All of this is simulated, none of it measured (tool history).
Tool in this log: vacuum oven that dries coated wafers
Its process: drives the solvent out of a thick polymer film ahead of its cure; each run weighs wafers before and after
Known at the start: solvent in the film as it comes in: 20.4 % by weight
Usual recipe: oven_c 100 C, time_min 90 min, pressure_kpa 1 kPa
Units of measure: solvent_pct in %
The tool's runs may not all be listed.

{"run": 1, "hour": 0.0, "oven_c": 100, "time_min": 90, "pressure_kpa": 1, "solvent_pct": 3.3}
{"run": 2, "hour": 25.0, "oven_c": 90, "time_min": 90, "pressure_kpa": 1, "solvent_pct": 5.67}
{"run": 3, "hour": 43.6, "oven_c": 100, "time_min": 90, "pressure_kpa": 1, "solvent_pct": 3.28}
{"run": 4, "hour": 71.2, "oven_c": 100, "time_min": 90, "pressure_kpa": 0.87, "solvent_pct": 3.22}
{"run": 5, "hour": 85.1, "oven_c": 100, "time_min": 90, "pressure_kpa": 0.87, "solvent_pct": 3.17}
{"run": 6, "hour": 109.2, "oven_c": 100, "time_min": 79, "pressure_kpa": 0.87, "solvent_pct": 3.86}
{"run": 7, "hour": 121.3, "oven_c": 100, "time_min": 90, "pressure_kpa": 1, "solvent_pct": 3.24}
{"run": 8, "hour": 138.0, "oven_c": 100, "time_min": 90, "pressure_kpa": 1, "solvent_pct": 3.27}
{"run": 9, "hour": 159.8, "oven_c": 100, "time_min": 90, "pressure_kpa": 1, "solvent_pct": 3.26}
{"run": 10, "hour": 180.2, "oven_c": 100, "time_min": 90, "pressure_kpa": 1, "solvent_pct": 3.24}
{"run": 11, "hour": 200.4, "oven_c": 100, "time_min": 90, "pressure_kpa": 1, "solvent_pct": 3.28}
{"run": 12, "hour": 218.3, "oven_c": 100, "time_min": 90, "pressure_kpa": 1, "solvent_pct": 3.26}
{"run": 13, "hour": 240.2, "oven_c": 100, "time_min": 90, "pressure_kpa": 1, "solvent_pct": 3.23}
{"run": 14, "hour": 267.1, "oven_c": 100, "time_min": 90, "pressure_kpa": 1, "solvent_pct": 3.24}
{"run": 15, "hour": 287.6, "oven_c": 89, "time_min": 90, "pressure_kpa": 1, "solvent_pct": 5.86}
{"run": 16, "hour": 302.4, "oven_c": 100, "time_min": 90, "pressure_kpa": 1, "solvent_pct": 3.21}
{"run": 17, "hour": 316.6, "oven_c": 100, "time_min": 90, "pressure_kpa": 1, "solvent_pct": 3.25}
{"run": 18, "hour": 342.5, "oven_c": 100, "time_min": 90, "pressure_kpa": 3.56, "solvent_pct": 4.65}
{"run": 19, "hour": 354.2, "oven_c": 100, "time_min": 90, "pressure_kpa": 1, "solvent_pct": 3.22}
{"run": 20, "hour": 371.7, "oven_c": 100, "time_min": 90, "pressure_kpa": 1, "solvent_pct": 3.2}
{"run": 21, "hour": 398.1, "oven_c": 100, "time_min": 90, "pressure_kpa": 1, "solvent_pct": 3.21}
{"run": 22, "hour": 424.1, "oven_c": 100, "time_min": 90, "pressure_kpa": 1, "solvent_pct": 3.22}
{"run": 23, "hour": 444.5, "oven_c": 87, "time_min": 61, "pressure_kpa": 0.92, "solvent_pct": 8.42}
{"run": 24, "hour": 470.9, "oven_c": 87, "time_min": 61, "pressure_kpa": 0.92, "solvent_pct": 8.44}
{"run": 25, "hour": 494.6, "oven_c": 100, "time_min": 80, "pressure_kpa": 0.5, "solvent_pct": 3.45}
{"run": 26, "hour": 507.5, "oven_c": 100, "time_min": 150, "pressure_kpa": 1.99, "solvent_pct": 2.14}
{"run": 27, "hour": 531.5, "oven_c": 110, "time_min": 150, "pressure_kpa": 1.99, "solvent_pct": 1.18}
{"run": 28, "hour": 553.4, "oven_c": 112, "time_min": 137, "pressure_kpa": 0.98, "solvent_pct": 0.73}
{"run": 29, "hour": 576.3, "oven_c": 112, "time_min": 137, "pressure_kpa": 0.98, "solvent_pct": 0.74}
{"run": 30, "hour": 604.9, "oven_c": 100, "time_min": 72, "pressure_kpa": 0.84, "solvent_pct": 4.19}
{"run": 31, "hour": 623.8, "oven_c": 100, "time_min": 72, "pressure_kpa": 0.84, "solvent_pct": 4.19}
{"run": 32, "hour": 640.8, "oven_c": 100, "time_min": 72, "pressure_kpa": 0.84, "solvent_pct": 4.15}
{"run": 33, "hour": 669.0, "oven_c": 90, "time_min": 104, "pressure_kpa": 3.81, "solvent_pct": 6.79}
{"run": 34, "hour": 689.3, "oven_c": 90, "time_min": 104, "pressure_kpa": 3.81, "solvent_pct": 6.81}
{"run": 35, "hour": 707.8, "oven_c": 106, "time_min": 55, "pressure_kpa": 1, "solvent_pct": 4.27}
{"run": 36, "hour": 731.6, "oven_c": 101, "time_min": 75, "pressure_kpa": 0.82, "solvent_pct": 3.68}
{"run": 37, "hour": 758.9, "oven_c": 101, "time_min": 75, "pressure_kpa": 0.82, "solvent_pct": 3.68}
{"run": 38, "hour": 779.3, "oven_c": 86, "time_min": 90, "pressure_kpa": 1, "solvent_pct": 6.54}
{"run": 39, "hour": 798.4, "oven_c": 93, "time_min": 96, "pressure_kpa": 1.02, "solvent_pct": 4.37}
{"run": 40, "hour": 824.8, "oven_c": 89, "time_min": 158, "pressure_kpa": 2.51, "solvent_pct": 4.3}
{"hour": 850.5, "done": "vacuum gauge cleaned of residue and calibrated"}
{"run": 41, "hour": 851.9, "oven_c": 89, "time_min": 158, "pressure_kpa": 2.51, "solvent_pct": 4.01}
{"run": 42, "hour": 864.6, "oven_c": 105, "time_min": 54, "pressure_kpa": 2.11, "solvent_pct": 4.88}
{"run": 43, "hour": 876.5, "oven_c": 105, "time_min": 51, "pressure_kpa": 1.06, "solvent_pct": 4.76}

Below are 5 alternative next runs, each starting from the tool's condition after run 43. Predict each:
{"run": "A", "hour": 902.4, "oven_c": 92, "time_min": 58, "pressure_kpa": 0.6, "solvent_pct": "?"}
{"run": "B", "hour": 902.4, "oven_c": 95, "time_min": 51, "pressure_kpa": 1.06, "solvent_pct": "?"}
{"run": "C", "hour": 902.4, "oven_c": 95, "time_min": 140, "pressure_kpa": 1.67, "solvent_pct": "?"}
{"run": "D", "hour": 902.4, "oven_c": 100, "time_min": 135, "pressure_kpa": 1, "solvent_pct": "?"}
{"run": "E", "hour": 902.4, "oven_c": 107, "time_min": 98, "pressure_kpa": 0.71, "solvent_pct": "?"}

run=A solvent_pct=6.92
run=B solvent_pct=7.18
run=C solvent_pct=2.52
run=D solvent_pct=1.47
run=E solvent_pct=1.37
With the hidden condition removed and each run's random variation left untouched, the same runs would have given:
run=A solvent_pct=7.46
run=B solvent_pct=7.72
run=C solvent_pct=2.91
run=D solvent_pct=1.74
run=E solvent_pct=1.63
